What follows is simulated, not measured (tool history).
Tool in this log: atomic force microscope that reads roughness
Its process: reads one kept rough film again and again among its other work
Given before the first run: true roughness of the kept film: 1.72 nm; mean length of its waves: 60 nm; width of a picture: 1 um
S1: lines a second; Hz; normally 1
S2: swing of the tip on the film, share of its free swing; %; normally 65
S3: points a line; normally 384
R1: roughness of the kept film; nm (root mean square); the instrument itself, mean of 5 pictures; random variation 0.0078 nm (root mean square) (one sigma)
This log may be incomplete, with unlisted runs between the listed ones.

run   hour    S1  S2   S3     R1
  1      0     1  65  384  1.584
  2     12     1  65  384  1.571
  3     27     1  65  384  1.566
  4   39.7     1  65  384   1.56
  5   51.1  1.25  65  384  1.552
      59.4  -- new tip fitted
  6     65  1.25  65  384   1.66
  7   72.9  1.25  65  384   1.65
  8   80.6  1.25  65  384  1.656
  9   92.1  1.25  65  384  1.646
 10  108.3     1  58  384  1.639
 11  117.5     1  58  384   1.66
 12  129.6     1  58  384  1.641
 13  137.6     1  63  384   1.63
 14  153.3     1  63  384  1.638
 15  165.9     1  65  852  1.625
 16  175.3  0.95  73  292  1.609
 17  186.1  2.04  85  781  1.534
 18  202.5  1.33  59  759  1.608
 19  210.2  1.29  84  626  1.549
 20  222.7  0.91  84  280  1.564
 21    237  2.32  76  308  1.531
 22  249.5  2.32  63  308  1.572
 23  260.5  2.32  63  308  1.558
 24  274.5  2.32  63  308  1.559
 25  284.1  0.66  65  964  1.576
 26  300.5   3.6  84  352  1.425

Below are 4 alternative next runs, each starting from the tool's condition after run 26. Predict each:
     312.2  -- new tip fitted
  A  317.9  2.02  70  428   ?
     312.2  -- new tip fitted
  B  317.9  1.62  76  427   ?
     312.2  -- new tip fitted
  C  317.9   3.6  79  757   ?
     312.2  -- new tip fitted
  D  317.9  0.74  88  272   ?

run     R1
  A  1.632
  B  1.637
  C  1.534
  D  1.642
Stripped of hidden state, with their random variation kept, the same runs would have yielded:
run     R1
  A   1.63
  B  1.635
  C  1.532
  D   1.64

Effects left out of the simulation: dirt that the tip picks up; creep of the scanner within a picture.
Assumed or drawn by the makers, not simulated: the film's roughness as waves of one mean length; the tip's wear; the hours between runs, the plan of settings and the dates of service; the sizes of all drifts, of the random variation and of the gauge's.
